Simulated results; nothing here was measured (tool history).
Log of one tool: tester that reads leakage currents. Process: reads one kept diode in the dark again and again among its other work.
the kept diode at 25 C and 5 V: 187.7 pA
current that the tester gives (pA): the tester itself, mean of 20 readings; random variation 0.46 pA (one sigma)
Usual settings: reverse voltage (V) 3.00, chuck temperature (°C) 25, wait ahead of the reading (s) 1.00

run   hour  reverse voltage (V)  chuck temperature (°C)  wait ahead of the reading (s)  current that the tester gives (pA)
  1    0.0                 3.00                      25                           1.00                              142.73
  2   27.7                 1.10                      25                           1.00                               93.57
  3   88.2                 1.10                      25                           1.00                               93.97
  4  147.1                 3.16                      25                           1.00                              144.62
  5  196.3                 3.16                      25                           1.00                              144.27
  6  258.7                 3.16                      25                           1.00                              144.18
  7  317.2                 3.16                      35                           1.00                              344.91
  8  348.5                 3.16                      35                           1.00                              345.49
  9  384.0                 3.16                      35                           1.00                              346.28
 10  412.1                 5.73                      54                           0.61                             2038.81
 11  473.0                 1.65                      39                           1.00                              369.37
 12  512.6                 4.67                      38                           6.34                              520.30
 13  569.2                 4.67                      38                           6.34                              516.88
 14  634.2                 7.47                      38                           6.34                              627.70
 15  677.7                14.77                      31                           0.58                              459.79
 16  731.2                 1.04                      30                           1.16                              139.85
 17  780.2                 8.09                      52                           1.39                             1984.76
 18  811.7                 5.33                      25                           0.58                              176.86

4 ways to go on from here, each from the tool as it stands after run 18. What would each give?
  A  855.7                 3.00                      52                           2.74                                   ?
  B  855.7                11.79                      56                           1.22                                   ?
  C  855.7                 3.00                      25                           5.80                                   ?
  D  855.7                 9.50                      25                           1.00                                   ?

run  current that the tester gives (pA)
  A                             1320.74
  B                             3136.69
  C                              136.91
  D                              225.12
Without the tool's hidden state the same runs would have given:
run  current that the tester gives (pA)
  A                             1462.43
  B                             3460.57
  C                              152.16
  D                              245.97
